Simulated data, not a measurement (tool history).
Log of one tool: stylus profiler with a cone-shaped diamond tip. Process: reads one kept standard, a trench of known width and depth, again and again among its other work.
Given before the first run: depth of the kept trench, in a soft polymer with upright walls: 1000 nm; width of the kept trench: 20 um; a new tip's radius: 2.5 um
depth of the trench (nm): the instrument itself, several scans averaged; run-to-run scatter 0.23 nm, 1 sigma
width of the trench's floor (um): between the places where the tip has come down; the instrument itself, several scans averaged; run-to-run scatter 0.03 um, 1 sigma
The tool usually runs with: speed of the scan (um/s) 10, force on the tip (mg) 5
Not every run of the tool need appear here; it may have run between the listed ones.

| run | hour | speed of the scan (um/s) | force on the tip (mg) | depth of the trench (nm) | width of the trench's floor (um) |
|---|---|---|---|---|---|
| 1 | 0 | 10 | 5 | 1023.42 | 15.66 |
| 2 | 41.5 | 10 | 5 | 1023.28 | 15.62 |
| 3 | 77.7 | 10 | 5 | 1023.32 | 15.53 |
| 4 | 151.1 | 2 | 5 | 1022.86 | 15.63 |
| 5 | 215.6 | 10 | 3.98 | 1019.87 | 15.59 |
| 6 | 289.4 | 10 | 5 | 1022.91 | 15.61 |
| 7 | 362 | 10 | 5 | 1022.3 | 15.61 |
| 8 | 419.8 | 10 | 5 | 1022.67 | 15.61 |
| 9 | 467.8 | 10 | 5 | 1022.51 | 15.58 |
| 10 | 523.5 | 10 | 5 | 1022.61 | 15.56 |
| 11 | 578 | 10 | 5 | 1022.32 | 15.58 |
| 12 | 617.3 | 10 | 5 | 1022.1 | 15.54 |
| 13 | 659.7 | 10 | 4.11 | 1018.68 | 15.52 |
| 14 | 706.9 | 10 | 3.35 | 1015.71 | 15.54 |
| 15 | 743.8 | 10 | 3.35 | 1014.83 | 15.56 |
| 16 | 814.5 | 10 | 3.35 | 1015.68 | 15.51 |
| 17 | 877.3 | 10 | 3.35 | 1015.4 | 15.5 |
| 18 | 924.1 | 10 | 3.35 | 1014.76 | 15.46 |
| 19 | 972.6 | 10 | 5 | 1021.57 | 15.54 |
| 20 | 1038.2 | 10 | 5 | 1021.35 | 15.48 |
| 21 | 1078.8 | 10 | 5 | 1021.48 | 15.49 |
| 22 | 1131.1 | 10 | 4.82 | 1020.64 | 15.5 |
| 23 | 1164 | 10 | 6.38 | 1026.38 | 15.52 |
| 24 | 1194.4 | 4 | 2.95 | 1012.55 | 15.51 |
| 25 | 1262.2 | 10 | 7.97 | 1031.44 | 15.49 |
| 26 | 1320.9 | 10 | 7.97 | 1031.02 | 15.42 |
| 27 | 1365 | 10 | 7.97 | 1031.2 | 15.44 |
| 28 | 1422.8 | 11 | 11.23 | 1040.53 | 15.41 |
| 29 | 1482.8 | 11 | 11.23 | 1040.54 | 15.42 |
| 30 | 1541.5 | 11 | 11.23 | 1040.62 | 15.43 |
|  | 1586.3 | height scale calibrated on a step standard |
| 31 | 1615.8 | 2 | 8.97 | 1040.81 | 15.44 |
| 32 | 1653 | 22 | 2.47 | 1016.66 | 15.31 |
| 33 | 1684.3 | 22 | 2.47 | 1016.85 | 15.38 |
| 34 | 1725.1 | 5 | 4.35 | 1025.1 | 15.42 |
| 35 | 1792.2 | 6 | 8.06 | 1037.84 | 15.45 |
| 36 | 1856.3 | 5 | 2.28 | 1015.9 | 15.45 |
| 37 | 1902.4 | 16 | 8.73 | 1039.73 | 15.4 |
| 38 | 1970.9 | 16 | 8.73 | 1039.53 | 15.42 |
| 39 | 2020.5 | 5 | 5 | 1026.97 | 15.38 |
| 40 | 2094.4 | 10 | 4.96 | 1026.33 | 15.39 |
| 41 | 2148.1 | 4 | 5.75 | 1028.93 | 15.44 |
| 42 | 2190.6 | 4 | 2.48 | 1016.17 | 15.38 |
| 43 | 2226.8 | 13 | 4.19 | 1023.54 | 15.32 |
| 44 | 2291.6 | 13 | 4.19 | 1022.75 | 15.3 |
| 45 | 2330.1 | 18 | 5.24 | 1027.3 | 15.31 |

A few steps of depth of the trench (nm) between consecutive runs. Split each: what settings, incoming material and random variation would produce without the hidden state, and what is left over for the hidden state, along with gauge scatter present in only one of the two compared results (measured, and without hidden state):
Hidden conditions of the tool in this case: radius of the tip, um; height scale over the true one, %; drift of the gauge itself on depth_nm, %; drift of the gauge itself on floor_um, %.
Run 24 -> 25: speed of the scan (um/s) 4 -> 10, force on the tip (mg) 2.95 -> 7.97. depth of the trench (nm) +18.89: hidden state -0.26, all else +19.15.
Run 27 -> 28: speed of the scan (um/s) 10 -> 11, force on the tip (mg) 7.97 -> 11.23. depth of the trench (nm) +9.33: hidden state -0.18, all else +9.51.
Run 30 -> 31: speed of the scan (um/s) 11 -> 2, force on the tip (mg) 11.23 -> 8.97, height scale calibrated on a step standard. depth of the trench (nm) +0.19: hidden state +7.11, all else -6.92.
Run 31 -> 32: speed of the scan (um/s) 2 -> 22, force on the tip (mg) 8.97 -> 2.47. depth of the trench (nm) -24.15: hidden state -0.05, all else -24.1.
Run 35 -> 36: speed of the scan (um/s) 6 -> 5, force on the tip (mg) 8.06 -> 2.28. depth of the trench (nm) -21.94: hidden state -0.11, all else -21.83.
Run 36 -> 37: speed of the scan (um/s) 5 -> 16, force on the tip (mg) 2.28 -> 8.73. depth of the trench (nm) +23.83: hidden state -0.11, all else +23.94.
